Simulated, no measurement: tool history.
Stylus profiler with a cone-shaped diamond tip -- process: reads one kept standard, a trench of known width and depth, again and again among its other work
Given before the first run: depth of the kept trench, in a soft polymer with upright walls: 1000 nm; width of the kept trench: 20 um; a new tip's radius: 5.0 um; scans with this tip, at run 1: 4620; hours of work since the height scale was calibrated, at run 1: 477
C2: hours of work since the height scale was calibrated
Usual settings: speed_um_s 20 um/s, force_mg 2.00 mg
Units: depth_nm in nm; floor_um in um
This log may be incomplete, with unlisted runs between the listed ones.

{"run": 1, "hour": 0.0, "speed_um_s": 20, "force_mg": 2.0, "scans with this tip": 4620, "C2": 477, "depth_nm": 1010.56, "floor_um": 13.89}
{"run": 2, "hour": 66.8, "speed_um_s": 20, "force_mg": 2.0, "scans with this tip": 5123, "C2": 528, "depth_nm": 1011.03, "floor_um": 13.88}
{"run": 3, "hour": 135.7, "speed_um_s": 20, "force_mg": 2.0, "scans with this tip": 5642, "C2": 582, "depth_nm": 1010.47, "floor_um": 13.93}
{"run": 4, "hour": 206.9, "speed_um_s": 20, "force_mg": 2.0, "scans with this tip": 6179, "C2": 637, "depth_nm": 1011.07, "floor_um": 13.88}
{"run": 5, "hour": 277.4, "speed_um_s": 20, "force_mg": 2.0, "scans with this tip": 6709, "C2": 692, "depth_nm": 1010.83, "floor_um": 13.94}
{"run": 6, "hour": 334.2, "speed_um_s": 20, "force_mg": 2.0, "scans with this tip": 7137, "C2": 736, "depth_nm": 1010.69, "floor_um": 13.86}
{"run": 7, "hour": 397.7, "speed_um_s": 20, "force_mg": 2.0, "scans with this tip": 7615, "C2": 786, "depth_nm": 1010.8, "floor_um": 13.87}
{"run": 8, "hour": 479.0, "speed_um_s": 20, "force_mg": 2.0, "scans with this tip": 8227, "C2": 849, "depth_nm": 1010.65, "floor_um": 13.84}
{"run": 9, "hour": 564.8, "speed_um_s": 20, "force_mg": 2.0, "scans with this tip": 8874, "C2": 915, "depth_nm": 1011.08, "floor_um": 13.88}
{"run": 10, "hour": 621.5, "speed_um_s": 20, "force_mg": 2.0, "scans with this tip": 9300, "C2": 959, "depth_nm": 1010.83, "floor_um": 13.84}
{"run": 11, "hour": 711.0, "speed_um_s": 20, "force_mg": 2.0, "scans with this tip": 9974, "C2": 1029, "depth_nm": 1010.51, "floor_um": 13.87}
{"run": 12, "hour": 767.9, "speed_um_s": 21, "force_mg": 2.0, "scans with this tip": 10403, "C2": 1073, "depth_nm": 1011.08, "floor_um": 13.79}
{"run": 13, "hour": 821.6, "speed_um_s": 21, "force_mg": 2.0, "scans with this tip": 10808, "C2": 1115, "depth_nm": 1010.75, "floor_um": 13.9}
{"run": 14, "hour": 875.5, "speed_um_s": 21, "force_mg": 1.87, "scans with this tip": 11213, "C2": 1157, "depth_nm": 1010.12, "floor_um": 13.87}
{"run": 15, "hour": 945.2, "speed_um_s": 20, "force_mg": 5.73, "scans with this tip": 11738, "C2": 1211, "depth_nm": 1022.14, "floor_um": 13.92}
{"run": 16, "hour": 1007.0, "speed_um_s": 20, "force_mg": 5.73, "scans with this tip": 12204, "C2": 1259, "depth_nm": 1022.32, "floor_um": 13.93}
{"run": 17, "hour": 1089.8, "speed_um_s": 43, "force_mg": 5.73, "scans with this tip": 12827, "C2": 1323, "depth_nm": 1021.8, "floor_um": 13.82}
{"run": 18, "hour": 1146.8, "speed_um_s": 20, "force_mg": 2.0, "scans with this tip": 13256, "C2": 1367, "depth_nm": 1010.47, "floor_um": 13.91}
{"run": 19, "hour": 1207.3, "speed_um_s": 20, "force_mg": 1.0, "scans with this tip": 13712, "C2": 1414, "depth_nm": 1006.25, "floor_um": 13.78}
{"run": 20, "hour": 1260.5, "speed_um_s": 20, "force_mg": 1.29, "scans with this tip": 14113, "C2": 1456, "depth_nm": 1008.08, "floor_um": 13.87}
{"run": 21, "hour": 1301.9, "speed_um_s": 30, "force_mg": 1.29, "scans with this tip": 14425, "C2": 1488, "depth_nm": 1007.91, "floor_um": 13.71}
{"run": 22, "hour": 1377.1, "speed_um_s": 30, "force_mg": 1.29, "scans with this tip": 14991, "C2": 1546, "depth_nm": 1008.18, "floor_um": 13.78}
{"run": 23, "hour": 1436.6, "speed_um_s": 30, "force_mg": 1.29, "scans with this tip": 15439, "C2": 1593, "depth_nm": 1008.01, "floor_um": 13.77}
{"hour": 1515.8, "done": "height scale calibrated on a step standard"}
{"run": 24, "hour": 1532.1, "speed_um_s": 30, "force_mg": 1.29, "scans with this tip": 16155, "C2": 13, "depth_nm": 1007.67, "floor_um": 13.77}
{"run": 25, "hour": 1593.7, "speed_um_s": 6, "force_mg": 5.83, "scans with this tip": 16618, "C2": 61, "depth_nm": 1022.02, "floor_um": 13.96}
{"run": 26, "hour": 1655.0, "speed_um_s": 20, "force_mg": 0.93, "scans with this tip": 17080, "C2": 108, "depth_nm": 1006.09, "floor_um": 13.83}
{"run": 27, "hour": 1732.4, "speed_um_s": 61, "force_mg": 2.25, "scans with this tip": 17663, "C2": 168, "depth_nm": 1011.72, "floor_um": 13.62}
{"run": 28, "hour": 1776.2, "speed_um_s": 61, "force_mg": 2.25, "scans with this tip": 17993, "C2": 202, "depth_nm": 1011.57, "floor_um": 13.62}
{"hour": 1858.7, "done": "new tip fitted, height scale calibrated"}
{"run": 29, "hour": 1864.4, "speed_um_s": 7, "force_mg": 0.81, "scans with this tip": 43, "C2": 4, "depth_nm": 1005.69, "floor_um": 13.93}
{"run": 30, "hour": 1912.8, "speed_um_s": 7, "force_mg": 1.9, "scans with this tip": 407, "C2": 42, "depth_nm": 1010.38, "floor_um": 13.97}
{"run": 31, "hour": 1979.8, "speed_um_s": 15, "force_mg": 1.9, "scans with this tip": 912, "C2": 94, "depth_nm": 1010.62, "floor_um": 13.93}
{"run": 32, "hour": 2065.8, "speed_um_s": 12, "force_mg": 2.0, "scans with this tip": 1560, "C2": 161, "depth_nm": 1010.45, "floor_um": 13.9}
{"run": 33, "hour": 2158.2, "speed_um_s": 12, "force_mg": 3.03, "scans with this tip": 2255, "C2": 233, "depth_nm": 1014.29, "floor_um": 13.92}
{"run": 34, "hour": 2243.7, "speed_um_s": 79, "force_mg": 2.72, "scans with this tip": 2899, "C2": 299, "depth_nm": 1013.11, "floor_um": 13.56}
{"run": 35, "hour": 2338.6, "speed_um_s": 80, "force_mg": 1.41, "scans with this tip": 3614, "C2": 373, "depth_nm": 1008.78, "floor_um": 13.43}
{"run": 36, "hour": 2430.2, "speed_um_s": 54, "force_mg": 1.07, "scans with this tip": 4304, "C2": 444, "depth_nm": 1007.32, "floor_um": 13.55}
{"run": 37, "hour": 2504.9, "speed_um_s": 24, "force_mg": 4.06, "scans with this tip": 4866, "C2": 502, "depth_nm": 1017.43, "floor_um": 13.9}
{"run": 38, "hour": 2590.3, "speed_um_s": 24, "force_mg": 4.06, "scans with this tip": 5509, "C2": 568, "depth_nm": 1017.19, "floor_um": 13.9}
{"run": 39, "hour": 2639.3, "speed_um_s": 10, "force_mg": 3.46, "scans with this tip": 5878, "C2": 606, "depth_nm": 1015.69, "floor_um": 13.97}
{"run": 40, "hour": 2711.8, "speed_um_s": 9, "force_mg": 3.07, "scans with this tip": 6424, "C2": 663, "depth_nm": 1014.23, "floor_um": 13.96}
{"run": 41, "hour": 2752.2, "speed_um_s": 73, "force_mg": 2.81, "scans with this tip": 6728, "C2": 694, "depth_nm": 1013.71, "floor_um": 13.65}

3 options for the next run, each taken on its own from the tool as it stands now. Forecast them:
{"run": "A", "hour": 2835.9, "speed_um_s": 58, "force_mg": 5.54, "scans with this tip": 7359, "C2": 759, "depth_nm": "?", "floor_um": "?"}
{"run": "B", "hour": 2835.9, "speed_um_s": 6, "force_mg": 0.97, "scans with this tip": 7359, "C2": 759, "depth_nm": "?", "floor_um": "?"}
{"run": "C", "hour": 2835.9, "speed_um_s": 6, "force_mg": 4.33, "scans with this tip": 7359, "C2": 759, "depth_nm": "?", "floor_um": "?"}

run=A depth_nm=1021.07 floor_um=13.77
run=B depth_nm=1006.61 floor_um=13.94
run=C depth_nm=1018.51 floor_um=13.98
Had the tool no hidden state, the same runs would have come out as:
run=A depth_nm=1021.08 floor_um=13.77
run=B depth_nm=1006.62 floor_um=13.94
run=C depth_nm=1018.52 floor_um=13.98

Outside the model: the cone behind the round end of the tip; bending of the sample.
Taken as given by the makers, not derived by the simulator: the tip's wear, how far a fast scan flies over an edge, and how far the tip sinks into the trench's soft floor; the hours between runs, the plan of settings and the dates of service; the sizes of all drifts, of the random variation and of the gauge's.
